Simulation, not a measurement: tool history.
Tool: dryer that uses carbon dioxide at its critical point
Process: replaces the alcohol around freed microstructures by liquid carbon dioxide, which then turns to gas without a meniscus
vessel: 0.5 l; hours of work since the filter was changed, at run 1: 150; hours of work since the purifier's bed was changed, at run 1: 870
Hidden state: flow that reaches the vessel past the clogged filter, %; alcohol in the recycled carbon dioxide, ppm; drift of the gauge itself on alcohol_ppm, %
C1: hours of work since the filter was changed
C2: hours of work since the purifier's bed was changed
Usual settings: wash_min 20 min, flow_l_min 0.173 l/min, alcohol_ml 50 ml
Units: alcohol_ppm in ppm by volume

{"run": 1, "hour": 0.0, "wash_min": 20, "flow_l_min": 0.173, "alcohol_ml": 50, "C1": 150, "C2": 870, "alcohol_ppm": 1295}
{"run": 2, "hour": 18.8, "wash_min": 20, "flow_l_min": 0.173, "alcohol_ml": 70, "C1": 164, "C2": 884, "alcohol_ppm": 1788}
{"hour": 27.6, "done": "inlet filter changed"}
{"run": 3, "hour": 35.1, "wash_min": 20, "flow_l_min": 0.173, "alcohol_ml": 70, "C1": 6, "C2": 896, "alcohol_ppm": 1198}
{"run": 4, "hour": 62.0, "wash_min": 20, "flow_l_min": 0.173, "alcohol_ml": 50, "C1": 26, "C2": 916, "alcohol_ppm": 915}
{"run": 5, "hour": 89.3, "wash_min": 20, "flow_l_min": 0.173, "alcohol_ml": 25, "C1": 47, "C2": 937, "alcohol_ppm": 498}
{"run": 6, "hour": 119.6, "wash_min": 20, "flow_l_min": 0.173, "alcohol_ml": 25, "C1": 70, "C2": 960, "alcohol_ppm": 563}
{"run": 7, "hour": 134.6, "wash_min": 14, "flow_l_min": 0.173, "alcohol_ml": 50, "C1": 81, "C2": 971, "alcohol_ppm": 4204}
{"run": 8, "hour": 150.8, "wash_min": 14, "flow_l_min": 0.173, "alcohol_ml": 50, "C1": 93, "C2": 983, "alcohol_ppm": 4187}
{"hour": 167.0, "done": "purifier's bed changed"}
{"run": 9, "hour": 184.1, "wash_min": 31, "flow_l_min": 0.173, "alcohol_ml": 50, "C1": 116, "C2": 13, "alcohol_ppm": 102}
{"run": 10, "hour": 215.3, "wash_min": 31, "flow_l_min": 0.173, "alcohol_ml": 50, "C1": 140, "C2": 37, "alcohol_ppm": 121}
{"run": 11, "hour": 236.1, "wash_min": 31, "flow_l_min": 0.173, "alcohol_ml": 50, "C1": 155, "C2": 52, "alcohol_ppm": 134}
{"hour": 255.5, "done": "inlet filter changed"}
{"run": 12, "hour": 258.8, "wash_min": 31, "flow_l_min": 0.173, "alcohol_ml": 50, "C1": 2, "C2": 69, "alcohol_ppm": 70}
{"run": 13, "hour": 285.7, "wash_min": 31, "flow_l_min": 0.173, "alcohol_ml": 50, "C1": 23, "C2": 89, "alcohol_ppm": 73}
{"run": 14, "hour": 314.2, "wash_min": 31, "flow_l_min": 0.173, "alcohol_ml": 50, "C1": 44, "C2": 110, "alcohol_ppm": 78}
{"run": 15, "hour": 334.7, "wash_min": 20, "flow_l_min": 0.173, "alcohol_ml": 50, "C1": 60, "C2": 126, "alcohol_ppm": 954}
{"run": 16, "hour": 354.1, "wash_min": 20, "flow_l_min": 0.173, "alcohol_ml": 50, "C1": 74, "C2": 141, "alcohol_ppm": 1027}
{"run": 17, "hour": 375.0, "wash_min": 20, "flow_l_min": 0.173, "alcohol_ml": 50, "C1": 90, "C2": 156, "alcohol_ppm": 1101}
{"run": 18, "hour": 396.5, "wash_min": 20, "flow_l_min": 0.173, "alcohol_ml": 50, "C1": 106, "C2": 173, "alcohol_ppm": 1127}
{"run": 19, "hour": 417.4, "wash_min": 20, "flow_l_min": 0.173, "alcohol_ml": 50, "C1": 122, "C2": 188, "alcohol_ppm": 1189}
{"run": 20, "hour": 448.1, "wash_min": 20, "flow_l_min": 0.173, "alcohol_ml": 50, "C1": 145, "C2": 212, "alcohol_ppm": 1319}
{"hour": 479.8, "done": "inlet filter changed"}
{"run": 21, "hour": 482.0, "wash_min": 14, "flow_l_min": 0.173, "alcohol_ml": 66, "C1": 2, "C2": 236, "alcohol_ppm": 4528}
{"run": 22, "hour": 501.8, "wash_min": 14, "flow_l_min": 0.173, "alcohol_ml": 66, "C1": 17, "C2": 251, "alcohol_ppm": 4770}
{"run": 23, "hour": 515.2, "wash_min": 14, "flow_l_min": 0.226, "alcohol_ml": 33, "C1": 27, "C2": 261, "alcohol_ppm": 848}
{"run": 24, "hour": 537.8, "wash_min": 22, "flow_l_min": 0.132, "alcohol_ml": 42, "C1": 44, "C2": 279, "alcohol_ppm": 1745}
{"run": 25, "hour": 562.7, "wash_min": 22, "flow_l_min": 0.132, "alcohol_ml": 42, "C1": 63, "C2": 297, "alcohol_ppm": 1875}
{"run": 26, "hour": 591.5, "wash_min": 15, "flow_l_min": 0.176, "alcohol_ml": 58, "C1": 84, "C2": 319, "alcohol_ppm": 3609}
{"run": 27, "hour": 621.8, "wash_min": 24, "flow_l_min": 0.205, "alcohol_ml": 96, "C1": 107, "C2": 342, "alcohol_ppm": 342}
{"run": 28, "hour": 651.4, "wash_min": 24, "flow_l_min": 0.205, "alcohol_ml": 96, "C1": 130, "C2": 364, "alcohol_ppm": 380}
{"run": 29, "hour": 666.8, "wash_min": 18, "flow_l_min": 0.14, "alcohol_ml": 50, "C1": 141, "C2": 376, "alcohol_ppm": 4454}
{"run": 30, "hour": 693.5, "wash_min": 15, "flow_l_min": 0.173, "alcohol_ml": 38, "C1": 161, "C2": 396, "alcohol_ppm": 3029}
{"hour": 706.1, "done": "inlet filter changed"}
{"run": 31, "hour": 715.3, "wash_min": 15, "flow_l_min": 0.173, "alcohol_ml": 38, "C1": 7, "C2": 412, "alcohol_ppm": 2093}
{"run": 32, "hour": 730.2, "wash_min": 15, "flow_l_min": 0.227, "alcohol_ml": 28, "C1": 18, "C2": 423, "alcohol_ppm": 517}
{"run": 33, "hour": 748.8, "wash_min": 15, "flow_l_min": 0.227, "alcohol_ml": 28, "C1": 32, "C2": 437, "alcohol_ppm": 539}
{"run": 34, "hour": 765.5, "wash_min": 20, "flow_l_min": 0.173, "alcohol_ml": 44, "C1": 45, "C2": 450, "alcohol_ppm": 861}
{"run": 35, "hour": 781.0, "wash_min": 24, "flow_l_min": 0.173, "alcohol_ml": 50, "C1": 57, "C2": 462, "alcohol_ppm": 419}
{"run": 36, "hour": 798.9, "wash_min": 24, "flow_l_min": 0.151, "alcohol_ml": 50, "C1": 70, "C2": 475, "alcohol_ppm": 883}
{"run": 37, "hour": 812.8, "wash_min": 20, "flow_l_min": 0.173, "alcohol_ml": 27, "C1": 81, "C2": 486, "alcohol_ppm": 597}
{"run": 38, "hour": 836.7, "wash_min": 20, "flow_l_min": 0.173, "alcohol_ml": 45, "C1": 99, "C2": 504, "alcohol_ppm": 1023}
{"run": 39, "hour": 858.7, "wash_min": 20, "flow_l_min": 0.173, "alcohol_ml": 45, "C1": 115, "C2": 520, "alcohol_ppm": 1087}

The same runs without the tool's hidden state, with the same run-to-run variation:
run=1 alcohol_ppm=794
run=2 alcohol_ppm=1067
run=3 alcohol_ppm=1108
run=4 alcohol_ppm=779
run=5 alcohol_ppm=375
run=6 alcohol_ppm=398
run=7 alcohol_ppm=3414
run=8 alcohol_ppm=3298
run=9 alcohol_ppm=54
run=10 alcohol_ppm=59
run=11 alcohol_ppm=60
run=12 alcohol_ppm=63
run=13 alcohol_ppm=58
run=14 alcohol_ppm=55
run=15 alcohol_ppm=766
run=16 alcohol_ppm=789
run=17 alcohol_ppm=800
run=18 alcohol_ppm=774
run=19 alcohol_ppm=779
run=20 alcohol_ppm=800
run=21 alcohol_ppm=4384
run=22 alcohol_ppm=4469
run=23 alcohol_ppm=743
run=24 alcohol_ppm=1492
run=25 alcohol_ppm=1525
run=26 alcohol_ppm=2839
run=27 alcohol_ppm=182
run=28 alcohol_ppm=188
run=29 alcohol_ppm=3105
run=30 alcohol_ppm=1975
run=31 alcohol_ppm=2000
run=32 alcohol_ppm=454
run=33 alcohol_ppm=455
run=34 alcohol_ppm=710
run=35 alcohol_ppm=310
run=36 alcohol_ppm=664
run=37 alcohol_ppm=430
run=38 alcohol_ppm=712
run=39 alcohol_ppm=714

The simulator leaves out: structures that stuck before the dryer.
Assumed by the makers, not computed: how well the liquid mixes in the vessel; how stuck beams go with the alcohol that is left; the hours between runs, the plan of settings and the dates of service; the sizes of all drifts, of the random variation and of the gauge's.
